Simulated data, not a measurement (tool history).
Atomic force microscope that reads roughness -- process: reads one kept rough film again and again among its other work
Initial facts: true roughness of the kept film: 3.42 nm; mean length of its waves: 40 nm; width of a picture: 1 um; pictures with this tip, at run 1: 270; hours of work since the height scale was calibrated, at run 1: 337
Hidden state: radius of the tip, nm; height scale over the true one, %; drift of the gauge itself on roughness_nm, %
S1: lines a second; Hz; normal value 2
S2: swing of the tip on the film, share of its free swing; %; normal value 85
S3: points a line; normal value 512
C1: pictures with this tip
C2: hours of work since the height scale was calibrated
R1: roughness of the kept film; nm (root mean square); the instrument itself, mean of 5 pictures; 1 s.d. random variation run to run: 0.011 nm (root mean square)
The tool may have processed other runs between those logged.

run,hour,S1,S2,S3,C1,C2,R1
1,0,2,85,512,270,337,2.501
2,13.8,2.92,85,512,280,343,2.278
3,31.5,2.92,85,512,292,351,2.29
# hour 33.2: new tip fitted
4,41.1,2,85,512,5,355,2.508
5,58,0.81,85,512,17,363,2.91
6,71.4,0.81,57,512,27,370,3.155
7,82.6,2.32,57,512,35,375,3.034
8,98.9,2.32,57,512,46,382,3.051
9,108.3,2.32,57,512,53,387,3.006
10,126.1,2.32,57,512,65,395,3.02
11,136.5,2.32,57,512,73,400,3.019
12,149.1,2.32,57,512,82,406,3.023
13,163.1,2.32,57,512,91,412,2.991
14,181.3,2.32,57,512,104,421,3.002
15,201.1,2.32,57,512,118,430,3.035
16,217.5,2.32,57,512,130,438,3.013
17,233.8,2,85,564,141,445,2.521
18,245.6,2,85,564,150,451,2.515
19,263.8,2,85,564,162,459,2.515
20,273.7,2,85,564,169,464,2.513
21,292.4,2.75,63,342,183,473,2.86
22,302.7,2.75,63,342,190,478,2.849
23,318.7,2,68,717,201,485,2.871
24,331.7,2,68,717,210,491,2.882
25,351.8,2,68,717,225,501,2.875
26,361.7,2,66,520,231,505,2.939
27,379.8,2,66,520,244,514,2.919
28,397.8,2,85,665,257,522,2.51
29,417.7,2,86,861,271,531,2.501
30,433,0.74,82,756,282,538,2.967
# hour 449.7: new tip fitted
31,452.9,0.74,82,756,2,547,2.948
32,470.6,0.74,82,756,15,556,2.947
33,487.8,1.04,82,445,27,564,2.86
34,498.1,1.04,82,445,34,569,2.865
35,517.3,1.67,85,445,48,578,2.615
36,536.9,0.53,73,324,62,587,3.088
37,551.2,0.59,68,625,72,593,3.141

Alternative continuations, all from the tool just after run 37; predict every row:
A,560.1,3.05,68,677,78,598,?
B,560.1,0.83,68,625,78,598,?
C,560.1,1.65,68,625,78,598,?
D,560.1,3.99,55,260,78,598,?

run,R1
A,2.743
B,3.083
C,2.948
D,2.899
The same runs, with their run-to-run variation unchanged, on a tool lacking any hidden condition would have given:
run,R1
A,2.745
B,3.085
C,2.949
D,2.901

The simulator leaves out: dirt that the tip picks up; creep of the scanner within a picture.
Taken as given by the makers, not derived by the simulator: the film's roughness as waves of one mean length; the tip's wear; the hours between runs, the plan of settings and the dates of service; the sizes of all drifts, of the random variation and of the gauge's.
